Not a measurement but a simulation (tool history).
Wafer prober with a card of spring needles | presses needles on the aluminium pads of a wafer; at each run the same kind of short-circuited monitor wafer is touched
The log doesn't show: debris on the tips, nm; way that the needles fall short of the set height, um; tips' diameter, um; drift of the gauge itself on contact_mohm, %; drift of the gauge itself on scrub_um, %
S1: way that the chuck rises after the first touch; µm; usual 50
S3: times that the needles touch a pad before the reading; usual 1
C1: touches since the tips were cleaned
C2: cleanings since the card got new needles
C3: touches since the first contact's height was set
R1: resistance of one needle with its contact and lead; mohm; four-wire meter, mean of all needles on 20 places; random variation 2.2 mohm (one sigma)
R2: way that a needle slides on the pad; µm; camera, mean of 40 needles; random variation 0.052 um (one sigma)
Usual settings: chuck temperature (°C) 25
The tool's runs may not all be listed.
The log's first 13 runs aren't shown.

{"day": 4.642, "done": "tips cleaned on abrasive film"}
{"run": 14, "day": 4.704, "S1": 50, "chuck temperature (°C)": 25, "S3": 1, "C1": 770, "C2": 63, "C3": 53781, "R1": 293, "R2": 8.05}
{"run": 15, "day": 4.933, "S1": 50, "chuck temperature (°C)": 25, "S3": 1, "C1": 3537, "C2": 63, "C3": 56548, "R1": 389, "R2": 7.96}
{"day": 4.983, "done": "tips cleaned on abrasive film"}
{"day": 5.312, "done": "tips cleaned on abrasive film"}
{"run": 16, "day": 5.312, "S1": 50, "chuck temperature (°C)": 25, "S3": 2, "C1": 0, "C2": 65, "C3": 61056, "R1": 254, "R2": 7.88}
{"run": 17, "day": 5.571, "S1": 50, "chuck temperature (°C)": 25, "S3": 2, "C1": 3115, "C2": 65, "C3": 64171, "R1": 330, "R2": 7.96}
{"day": 5.642, "done": "tips cleaned on abrasive film"}
{"day": 5.975, "done": "tips cleaned on abrasive film"}
{"run": 18, "day": 5.975, "S1": 50, "chuck temperature (°C)": 53, "S3": 2, "C1": 0, "C2": 67, "C3": 68950, "R1": 267, "R2": 7.88}
{"run": 19, "day": 6.3, "S1": 41, "chuck temperature (°C)": 53, "S3": 1, "C1": 3908, "C2": 67, "C3": 72858, "R1": 471, "R2": 6.45}
{"day": 6.338, "done": "tips cleaned on abrasive film"}
{"run": 20, "day": 6.629, "S1": 65, "chuck temperature (°C)": 64, "S3": 2, "C1": 3499, "C2": 68, "C3": 76800, "R1": 301, "R2": 10.36}
{"day": 6.679, "done": "tips cleaned on abrasive film"}
{"day": 7.042, "done": "tips cleaned on abrasive film"}
{"run": 21, "day": 7.079, "S1": 33, "chuck temperature (°C)": 25, "S3": 1, "C1": 443, "C2": 70, "C3": 82124, "R1": 352, "R2": 5.14}
{"day": 7.375, "done": "tips cleaned on abrasive film"}
{"run": 22, "day": 7.383, "S1": 54, "chuck temperature (°C)": 42, "S3": 1, "C1": 101, "C2": 71, "C3": 85756, "R1": 260, "R2": 8.56}
{"run": 23, "day": 7.575, "S1": 50, "chuck temperature (°C)": 41, "S3": 3, "C1": 2422, "C2": 71, "C3": 88077, "R1": 294, "R2": 7.96}
{"day": 7.717, "done": "tips cleaned on abrasive film"}
{"run": 24, "day": 7.862, "S1": 57, "chuck temperature (°C)": 34, "S3": 2, "C1": 1738, "C2": 72, "C3": 91488, "R1": 292, "R2": 9.08}
{"day": 8.071, "done": "tips cleaned on abrasive film"}
{"run": 25, "day": 8.175, "S1": 47, "chuck temperature (°C)": 34, "S3": 2, "C1": 1239, "C2": 73, "C3": 95229, "R1": 298, "R2": 7.35}
{"day": 8.412, "done": "tips cleaned on abrasive film"}
{"run": 26, "day": 8.454, "S1": 47, "chuck temperature (°C)": 34, "S3": 2, "C1": 522, "C2": 74, "C3": 98568, "R1": 287, "R2": 7.4}
{"day": 8.742, "done": "tips cleaned on abrasive film"}
{"run": 27, "day": 8.788, "S1": 58, "chuck temperature (°C)": 34, "S3": 2, "C1": 513, "C2": 75, "C3": 102512, "R1": 272, "R2": 9.17}
{"day": 9.083, "done": "tips cleaned on abrasive film"}
{"run": 28, "day": 9.217, "S1": 44, "chuck temperature (°C)": 28, "S3": 1, "C1": 1628, "C2": 76, "C3": 107673, "R1": 373, "R2": 6.84}
{"day": 9.412, "done": "tips cleaned on abrasive film"}
{"run": 29, "day": 9.629, "S1": 44, "chuck temperature (°C)": 28, "S3": 1, "C1": 2641, "C2": 77, "C3": 112620, "R1": 410, "R2": 6.9}
{"day": 9.762, "done": "tips cleaned on abrasive film"}
{"run": 30, "day": 9.979, "S1": 44, "chuck temperature (°C)": 28, "S3": 1, "C1": 2639, "C2": 78, "C3": 116792, "R1": 406, "R2": 6.78}
{"day": 10.092, "done": "tips cleaned on abrasive film"}
{"run": 31, "day": 10.262, "S1": 31, "chuck temperature (°C)": 47, "S3": 3, "C1": 2048, "C2": 79, "C3": 120166, "R1": 357, "R2": 4.81}
{"day": 10.433, "done": "tips cleaned on abrasive film"}
{"run": 32, "day": 10.621, "S1": 34, "chuck temperature (°C)": 47, "S3": 3, "C1": 2298, "C2": 80, "C3": 124461, "R1": 348, "R2": 5.31}

4 ways to go on from here, each from the tool as it stands after run 32. What would each give?
{"day": 10.783, "done": "tips cleaned on abrasive film"}
{"run": "A", "day": 11.008, "S1": 46, "chuck temperature (°C)": 25, "S3": 1, "C1": 2715, "C2": 81, "C3": 129095, "R1": "?", "R2": "?"}
{"day": 10.783, "done": "tips cleaned on abrasive film"}
{"run": "B", "day": 11.008, "S1": 69, "chuck temperature (°C)": 25, "S3": 1, "C1": 2715, "C2": 81, "C3": 129095, "R1": "?", "R2": "?"}
{"day": 10.783, "done": "tips cleaned on abrasive film"}
{"run": "C", "day": 11.008, "S1": 50, "chuck temperature (°C)": 121, "S3": 1, "C1": 2715, "C2": 81, "C3": 129095, "R1": "?", "R2": "?"}
{"day": 10.783, "done": "tips cleaned on abrasive film"}
{"run": "D", "day": 11.008, "S1": 31, "chuck temperature (°C)": 28, "S3": 3, "C1": 2715, "C2": 81, "C3": 129095, "R1": "?", "R2": "?"}

run=A R1=401 R2=7.2
run=B R1=312 R2=10.94
run=C R1=384 R2=7.73
run=D R1=386 R2=4.68
Without the tool's hidden state the same runs would have given:
run=A R1=248 R2=7.5
run=B R1=242 R2=11.24
run=C R1=272 R2=8.03
run=D R1=261 R2=4.98

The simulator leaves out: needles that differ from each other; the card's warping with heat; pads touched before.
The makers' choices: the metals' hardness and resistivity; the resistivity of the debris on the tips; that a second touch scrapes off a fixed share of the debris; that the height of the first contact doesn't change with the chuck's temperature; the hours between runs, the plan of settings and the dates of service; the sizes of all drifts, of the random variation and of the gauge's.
